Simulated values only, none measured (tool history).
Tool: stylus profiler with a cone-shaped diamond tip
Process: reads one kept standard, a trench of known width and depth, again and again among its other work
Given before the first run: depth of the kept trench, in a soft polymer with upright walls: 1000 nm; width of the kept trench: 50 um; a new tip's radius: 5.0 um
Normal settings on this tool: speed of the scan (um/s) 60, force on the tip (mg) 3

run   hour  speed of the scan (um/s)  force on the tip (mg)  depth of the trench (angstrom)  width of the trench's floor (nm)
  1      0                        60                      3                         10089.2                             43550
  2   11.1                       144                      3                         10092.3                             43260
  3   21.2                        60                      3                         10088.9                             43560
  4   41.7                        60                      3                         10085.7                             43570
  5   53.9                        60                      3                         10086.5                             43530
  6   64.5                        60                   1.54                         10061.3                             43400
  7   81.5                        60                   1.54                         10062.9                             43440
  8   93.4                        33                      3                         10093.9                             43630
  9  104.6                       126                      3                         10091.3                             43270
 10  123.2                        60                   1.91                         10067.9                             43480
 11  137.3                        60                      3                         10090.2                             43510
 12  146.1                        60                      3                           10091                             43510
 13    162                        60                      3                         10089.3                             43510
 14  171.7                        38                   8.29                         10170.2                             43650
 15  187.8                        38                   8.29                         10170.2                             43640
 16  203.4                        38                   8.29                         10171.2                             43570
 17  220.7                        60                    2.4                         10079.6                             43450
 18    237                        61                   4.31                         10110.4                             43450
 19  256.6                       143                   6.72                         10141.4                             43330
 20    267                        60                   6.22                         10139.4                             43570
 21  287.6                        60                   6.22                         10145.7                             43500
 22    306                        27                   8.29                         10170.2                             43620
 23  314.6                        27                   8.29                         10171.8                             43720
 24  328.8                        17                   5.37                           10133                             43640
 25  339.5                        66                   4.15                         10114.1                             43460

Here are 4 independent what-if runs from the current tool condition. What would each one return?
  A  354.3                        24                   2.88                               ?                                 ?
  B  354.3                       155                      3                               ?                                 ?
  C  354.3                        48                   2.41                               ?                                 ?
  D  354.3                        60                   2.72                               ?                                 ?

run  depth of the trench (angstrom)  width of the trench's floor (nm)
  A                           10091                             43590
  B                           10095                             43080
  C                         10082.7                             43440
  D                         10089.8                             43440
Had the tool no hidden state, the same runs would have come out as:
run  depth of the trench (angstrom)  width of the trench's floor (nm)
  A                         10077.8                             43940
  B                         10081.9                             43430
  C                         10069.6                             43790
  D                         10076.7                             43790
